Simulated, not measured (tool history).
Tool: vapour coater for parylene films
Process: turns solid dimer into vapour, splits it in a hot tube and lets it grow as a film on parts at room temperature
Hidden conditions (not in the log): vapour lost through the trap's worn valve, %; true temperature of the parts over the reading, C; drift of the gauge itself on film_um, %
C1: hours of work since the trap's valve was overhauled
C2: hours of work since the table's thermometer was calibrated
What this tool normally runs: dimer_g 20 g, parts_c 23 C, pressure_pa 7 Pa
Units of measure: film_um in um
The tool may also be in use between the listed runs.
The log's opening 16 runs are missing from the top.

run 17 hour=332.6 | dimer_g=20 parts_c=23 pressure_pa=9.19 | C1=440 C2=1047 | film_um=4.9
run 18 hour=356.7 | dimer_g=20 parts_c=21 pressure_pa=9.19 | C1=460 C2=1066 | film_um=5.11
run 19 hour=377.1 | dimer_g=20 parts_c=21 pressure_pa=9.19 | C1=476 C2=1083 | film_um=5.12
-- hour=385.4 trap's valve overhauled
run 20 hour=397.9 | dimer_g=19 parts_c=21 pressure_pa=9.19 | C1=10 C2=1097 | film_um=4.89
run 21 hour=421.3 | dimer_g=17 parts_c=21 pressure_pa=2.62 | C1=29 C2=1116 | film_um=5.21
run 22 hour=435 | dimer_g=9 parts_c=25 pressure_pa=10.1 | C1=40 C2=1127 | film_um=2.06
run 23 hour=463.6 | dimer_g=32 parts_c=23 pressure_pa=2.24 | C1=64 C2=1150 | film_um=9.7
run 24 hour=492.7 | dimer_g=32 parts_c=23 pressure_pa=2.24 | C1=87 C2=1174 | film_um=9.95
run 25 hour=513.1 | dimer_g=20 parts_c=23 pressure_pa=11.38 | C1=104 C2=1191 | film_um=4.74
run 26 hour=528.4 | dimer_g=13 parts_c=19 pressure_pa=10.75 | C1=116 C2=1203 | film_um=3.37
run 27 hour=552.6 | dimer_g=20 parts_c=16 pressure_pa=7 | C1=136 C2=1223 | film_um=5.86
run 28 hour=572.9 | dimer_g=12 parts_c=33 pressure_pa=8.84 | C1=153 C2=1239 | film_um=2.4
run 29 hour=601.3 | dimer_g=28 parts_c=15 pressure_pa=2.38 | C1=176 C2=1262 | film_um=10.03
run 30 hour=616 | dimer_g=28 parts_c=15 pressure_pa=2.38 | C1=188 C2=1274 | film_um=10.05
run 31 hour=632.4 | dimer_g=15 parts_c=24 pressure_pa=3.53 | C1=201 C2=1288 | film_um=4.2
run 32 hour=648.4 | dimer_g=15 parts_c=24 pressure_pa=3.53 | C1=214 C2=1301 | film_um=4.22

Each row is a separate what-if for the run after 32, all from the same tool condition, not one after another. Results?
run A hour=677.4 | dimer_g=25 parts_c=16 pressure_pa=2.08 | C1=238 C2=1324 | film_um=?
run B hour=677.4 | dimer_g=10 parts_c=17 pressure_pa=5.96 | C1=238 C2=1324 | film_um=?
run C hour=677.4 | dimer_g=28 parts_c=33 pressure_pa=3.53 | C1=238 C2=1324 | film_um=?
run D hour=677.4 | dimer_g=22 parts_c=18 pressure_pa=2.55 | C1=238 C2=1324 | film_um=?
run E hour=677.4 | dimer_g=19 parts_c=23 pressure_pa=2.36 | C1=238 C2=1324 | film_um=?

run=A film_um=8.92
run=B film_um=3.02
run=C film_um=6.5
run=D film_um=7.41
run=E film_um=5.83
With no hidden state in the tool, these same runs would have given:
run=A film_um=8.93
run=B film_um=3.03
run=C film_um=6.51
run=D film_um=7.42
run=E film_um=5.83
